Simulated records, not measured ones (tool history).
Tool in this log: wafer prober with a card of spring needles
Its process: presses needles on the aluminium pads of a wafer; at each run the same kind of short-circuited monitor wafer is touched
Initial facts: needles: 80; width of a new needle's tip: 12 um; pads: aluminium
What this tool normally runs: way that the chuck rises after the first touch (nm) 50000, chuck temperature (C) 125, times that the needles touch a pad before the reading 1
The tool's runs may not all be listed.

run	hour	way that the chuck rises after the first touch (nm)	chuck temperature (C)	times that the needles touch a pad before the reading	resistance of one needle with its contact and lead (mohm)	way that a needle slides on the pad (nm)
1	0.0	50000	125	1	288	7080
2	33.6	50000	109	1	275	7050
3	53.3	50000	109	1	306	7060
4	90.7	50000	109	1	303	7030
5	111.6	50000	109	1	283	7020
6	144.1	50000	109	1	281	7050
7	178.6	50000	109	1	323	7060
8	196.9	50000	109	1	300	7060
9	217.8	50000	109	1	277	6980
10	253.4	50000	109	1	276	7000
11	270.7	48000	125	1	311	6700
12	287.6	37000	125	1	351	5200
13	315.9	33000	125	1	360	4600
14	344.3	50000	125	1	302	7000
15	371.1	50000	125	1	294	6940
16	394.1	50000	67	1	307	7000
17	421.0	50000	80	2	287	7020
18	448.2	41000	30	3	262	5680
19	474.3	41000	30	2	295	5710
20	508.6	63000	125	3	286	8860
21	533.1	63000	94	3	272	8840
22	567.3	36000	30	1	309	4980
23	592.5	34000	35	1	283	4650
24	621.8	33000	56	1	376	4580
25	645.7	51000	47	2	278	7110
26	668.0	50000	95	1	288	6970
27	689.4	65000	45	2	268	9040
28	707.1	37000	34	2	278	5110
29	727.4	37000	34	2	310	5070
30	747.2	37000	34	2	294	5080
31	772.5	50000	26	2	259	6950

Put back what was entered between runs (21 entries, withheld): which listed runs does each sit between, and how does the hidden state differ from the listed run before to the listed run after?
After run 1, before run 2: tips cleaned on abrasive film (hour 33.6)
  debris on the tips, nm: 7.7 -> 5; way that the needles fall short of the set height, um: 0.04 -> 0.09; tips' diameter, um: 12.01 -> 12.03
  difference, measured minus the result without the unlogged condition, resistance of one needle with its contact and lead (mohm): +6 -> +4; way that a needle slides on the pad (nm): -10 -> -20
After run 3, before run 4: tips cleaned on abrasive film (hour 70.3)
  debris on the tips, nm: 40.6 -> 41.6; way that the needles fall short of the set height, um: 0.09 -> 0.13; tips' diameter, um: 12.03 -> 12.04
  difference, measured minus the result without the unlogged condition, resistance of one needle with its contact and lead (mohm): +34 -> +34; way that a needle slides on the pad (nm): -10 -> -20
After run 4, before run 5: tips cleaned on abrasive film (hour 107.2)
  debris on the tips, nm: 41.6 -> 11.5; way that the needles fall short of the set height, um: 0.13 -> 0.17; tips' diameter, um: 12.04 -> 12.06
  difference, measured minus the result without the unlogged condition, resistance of one needle with its contact and lead (mohm): +34 -> +10; way that a needle slides on the pad (nm): -20 -> -30
After run 5, before run 6: tips cleaned on abrasive film (hour 144.1)
  debris on the tips, nm: 11.5 -> 4.2; way that the needles fall short of the set height, um: 0.17 -> 0.23; tips' diameter, um: 12.06 -> 12.08
  difference, measured minus the result without the unlogged condition, resistance of one needle with its contact and lead (mohm): +10 -> +3; way that a needle slides on the pad (nm): -30 -> -30
After run 7, before run 8: tips cleaned on abrasive film (hour 182.2)
  debris on the tips, nm: 55 -> 34; way that the needles fall short of the set height, um: 0.23 -> 0.28; tips' diameter, um: 12.08 -> 12.1
  difference, measured minus the result without the unlogged condition, resistance of one needle with its contact and lead (mohm): +47 -> +29; way that a needle slides on the pad (nm): -30 -> -40
After run 8, before run 9: tips cleaned on abrasive film (hour 217.8)
  debris on the tips, nm: 34 -> 6.6; way that the needles fall short of the set height, um: 0.28 -> 0.33; tips' diameter, um: 12.1 -> 12.11
  difference, measured minus the result without the unlogged condition, resistance of one needle with its contact and lead (mohm): +29 -> +6; way that a needle slides on the pad (nm): -40 -> -50
After run 9, before run 10: tips cleaned on abrasive film (hour 253.4)
  debris on the tips, nm: 6.6 -> 3.9; way that the needles fall short of the set height, um: 0.33 -> 0.36; tips' diameter, um: 12.11 -> 12.13
  difference, measured minus the result without the unlogged condition, resistance of one needle with its contact and lead (mohm): +6 -> +4; way that a needle slides on the pad (nm): -50 -> -50
After run 12, before run 13: tips cleaned on abrasive film (hour 290.0)
  debris on the tips, nm: 55.8 -> 47; way that the needles fall short of the set height, um: 0.36 -> 0.41; tips' diameter, um: 12.13 -> 12.14
  difference, measured minus the result without the unlogged condition, resistance of one needle with its contact and lead (mohm): +72 -> +75; way that a needle slides on the pad (nm): -50 -> -50
After run 13, before run 14: tips cleaned on abrasive film (hour 326.9)
  debris on the tips, nm: 47 -> 35.3; way that the needles fall short of the set height, um: 0.41 -> 0.45; tips' diameter, um: 12.14 -> 12.16
  difference, measured minus the result without the unlogged condition, resistance of one needle with its contact and lead (mohm): +75 -> +29; way that a needle slides on the pad (nm): -50 -> -60
After run 14, before run 15: tips cleaned on abrasive film (hour 365.1)
  debris on the tips, nm: 35.3 -> 19; way that the needles fall short of the set height, um: 0.45 -> 0.5; tips' diameter, um: 12.16 -> 12.18
  difference, measured minus the result without the unlogged condition, resistance of one needle with its contact and lead (mohm): +29 -> +16; way that a needle slides on the pad (nm): -60 -> -70
After run 16, before run 17: tips cleaned on abrasive film (hour 403.3)
  debris on the tips, nm: 50.5 -> 37.5; way that the needles fall short of the set height, um: 0.5 -> 0.55; tips' diameter, um: 12.18 -> 12.19
  difference, measured minus the result without the unlogged condition, resistance of one needle with its contact and lead (mohm): +46 -> +20; way that a needle slides on the pad (nm): -70 -> -80
After run 17, before run 18: tips cleaned on abrasive film (hour 441.3)
  debris on the tips, nm: 37.5 -> 21.9; way that the needles fall short of the set height, um: 0.55 -> 0.6; tips' diameter, um: 12.19 -> 12.21
  difference, measured minus the result without the unlogged condition, resistance of one needle with its contact and lead (mohm): +20 -> +11; way that a needle slides on the pad (nm): -80 -> -90
After run 19, before run 20: tips cleaned on abrasive film (hour 476.9)
  debris on the tips, nm: 54.5 -> 52.7; way that the needles fall short of the set height, um: 0.6 -> 0.64; tips' diameter, um: 12.21 -> 12.22
  difference, measured minus the result without the unlogged condition, resistance of one needle with its contact and lead (mohm): +43 -> +12; way that a needle slides on the pad (nm): -90 -> -90
After run 20, before run 21: tips cleaned on abrasive film (hour 514.2)
  debris on the tips, nm: 52.7 -> 36.9; way that the needles fall short of the set height, um: 0.64 -> 0.69; tips' diameter, um: 12.22 -> 12.24
  difference, measured minus the result without the unlogged condition, resistance of one needle with its contact and lead (mohm): +12 -> +9; way that a needle slides on the pad (nm): -90 -> -90
After run 21, before run 22: tips cleaned on abrasive film (hour 552.6)
  debris on the tips, nm: 36.9 -> 33.9; way that the needles fall short of the set height, um: 0.69 -> 0.74; tips' diameter, um: 12.24 -> 12.26
  difference, measured minus the result without the unlogged condition, resistance of one needle with its contact and lead (mohm): +9 -> +56; way that a needle slides on the pad (nm): -90 -> -110
After run 22, before run 23: tips cleaned on abrasive film (hour 588.7)
  debris on the tips, nm: 33.9 -> 14.9; way that the needles fall short of the set height, um: 0.74 -> 0.78; tips' diameter, um: 12.26 -> 12.27
  difference, measured minus the result without the unlogged condition, resistance of one needle with its contact and lead (mohm): +56 -> +27; way that a needle slides on the pad (nm): -110 -> -110
After run 24, before run 25: tips cleaned on abrasive film (hour 624.4)
  debris on the tips, nm: 56 -> 40.5; way that the needles fall short of the set height, um: 0.78 -> 0.84; tips' diameter, um: 12.27 -> 12.29
  difference, measured minus the result without the unlogged condition, resistance of one needle with its contact and lead (mohm): +105 -> +23; way that a needle slides on the pad (nm): -110 -> -120
After run 25, before run 26: tips cleaned on abrasive film (hour 661.0)
  debris on the tips, nm: 40.5 -> 21.9; way that the needles fall short of the set height, um: 0.84 -> 0.88; tips' diameter, um: 12.29 -> 12.31
  difference, measured minus the result without the unlogged condition, resistance of one needle with its contact and lead (mohm): +23 -> +20; way that a needle slides on the pad (nm): -120 -> -130
After run 27, before run 28: tips cleaned on abrasive film (hour 697.9)
  debris on the tips, nm: 51.5 -> 25.2; way that the needles fall short of the set height, um: 0.88 -> 0.92; tips' diameter, um: 12.31 -> 12.32
  difference, measured minus the result without the unlogged condition, resistance of one needle with its contact and lead (mohm): +20 -> +24; way that a needle slides on the pad (nm): -130 -> -130
After run 29, before run 30: tips cleaned on abrasive film (hour 734.1)
  debris on the tips, nm: 51.1 -> 31.2; way that the needles fall short of the set height, um: 0.92 -> 0.97; tips' diameter, um: 12.32 -> 12.34
  difference, measured minus the result without the unlogged condition, resistance of one needle with its contact and lead (mohm): +50 -> +32; way that a needle slides on the pad (nm): -130 -> -140
After run 30, before run 31: tips cleaned on abrasive film (hour 771.3)
  debris on the tips, nm: 31.2 -> 8.7; way that the needles fall short of the set height, um: 0.97 -> 1.01; tips' diameter, um: 12.34 -> 12.35
  difference, measured minus the result without the unlogged condition, resistance of one needle with its contact and lead (mohm): +32 -> +6; way that a needle slides on the pad (nm): -140 -> -140
